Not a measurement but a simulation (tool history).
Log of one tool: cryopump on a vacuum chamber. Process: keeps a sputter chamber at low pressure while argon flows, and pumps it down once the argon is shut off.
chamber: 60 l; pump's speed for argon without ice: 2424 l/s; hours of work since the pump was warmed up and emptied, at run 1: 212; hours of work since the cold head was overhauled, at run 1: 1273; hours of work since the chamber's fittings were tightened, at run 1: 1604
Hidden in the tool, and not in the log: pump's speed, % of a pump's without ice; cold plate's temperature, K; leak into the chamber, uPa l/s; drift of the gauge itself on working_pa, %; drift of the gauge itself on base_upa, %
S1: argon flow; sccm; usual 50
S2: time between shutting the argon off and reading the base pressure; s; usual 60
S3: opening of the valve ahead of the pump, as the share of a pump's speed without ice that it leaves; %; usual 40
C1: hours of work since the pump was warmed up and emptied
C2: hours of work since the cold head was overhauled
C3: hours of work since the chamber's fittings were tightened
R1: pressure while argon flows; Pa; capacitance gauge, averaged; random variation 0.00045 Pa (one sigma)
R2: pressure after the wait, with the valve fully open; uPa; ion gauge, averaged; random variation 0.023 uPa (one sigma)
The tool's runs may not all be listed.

run     day  S1   S2  S3    C1    C2    C3      R1    R2
  1       0  50   60  40   212  1273  1604   0.089  1.24
  2   1.708  50   60  40   245  1306  1637  0.0889  1.26
       3.55  -- leaking fittings of the chamber tightened, without venting
  3   3.817  50   60  40   284  1345     5  0.0898  0.78
  4    5.75  50   60  40   322  1383    42  0.0893  0.77
  5   8.075  50   60  40   367  1428    87  0.0903   0.8
  6  10.042  46   60  40   404  1466   125  0.0831  0.83
  7  12.246  50  128  40   447  1508   168  0.0913   0.5
  8  13.558  50   60  40   472  1534   193  0.0904  0.86
  9  15.642  50   22  40   513  1574   233  0.0908  1.97
 10  16.754  50   22  40   534  1595   255  0.0906  2.04
 11  18.525  50   22  40   568  1629   289  0.0917  2.02
 12      21  50   60  27   616  1677   337  0.1335  0.92
 13  23.108  50   60  27   657  1718   378  0.1337   0.9
 14    24.4  50   60  40   682  1743   403   0.092  0.94
 15  26.754  50   60  40   727  1788   448  0.0921     1
 16  28.812  50   60  40   767  1828   488   0.092   0.9
 17  30.121  50   96  40   792  1853   513   0.092  0.75
 18  31.438  59  228  24   818  1879   539  0.1779  0.52
 19  33.638  69   60  40   860  1921   581  0.1284  1.01
 20  34.946  69   60  40   885  1947   606  0.1291  0.96
 21  37.058  89   44  40   926  1987   647  0.1657  1.25
 22      39  50  294  40   964  2025   685  0.0934  0.54
 23  40.225  27   43  54   987  2049   708  0.0378  1.31
 24  41.858  61  114  32  1019  2080   740  0.1413  0.75
       42.8  -- pump warmed up, emptied and cooled again
 25    43.5  50   22  22    13  2108   768    0.16  2.14
 26  45.771  41   75  36    57  2152   811  0.0801  0.89
 27  47.875  49   60  40    98  2192   852   0.086  1.02
 28  50.288  79  248  48   145  2239   899  0.1174  0.56
 29  52.108  50   64  40   180  2274   934  0.0891  1.01
 30  53.271  50   64  40   202  2296   956  0.0885  1.04
 31  55.346  46  240  43   242  2337   996  0.0768  0.62
 32  57.067  90   66  40   276  2370  1030  0.1598  1.07

Run 33 comes next. What will it give?
 33  59.496  90  66  40  322  2417  1076   ?   ?

{"run 33": {"R1": 0.161, "R2": 1.11}}
Without the tool's hidden state the same run would have given R1 0.1568 Pa, R2 0.73 uPa.
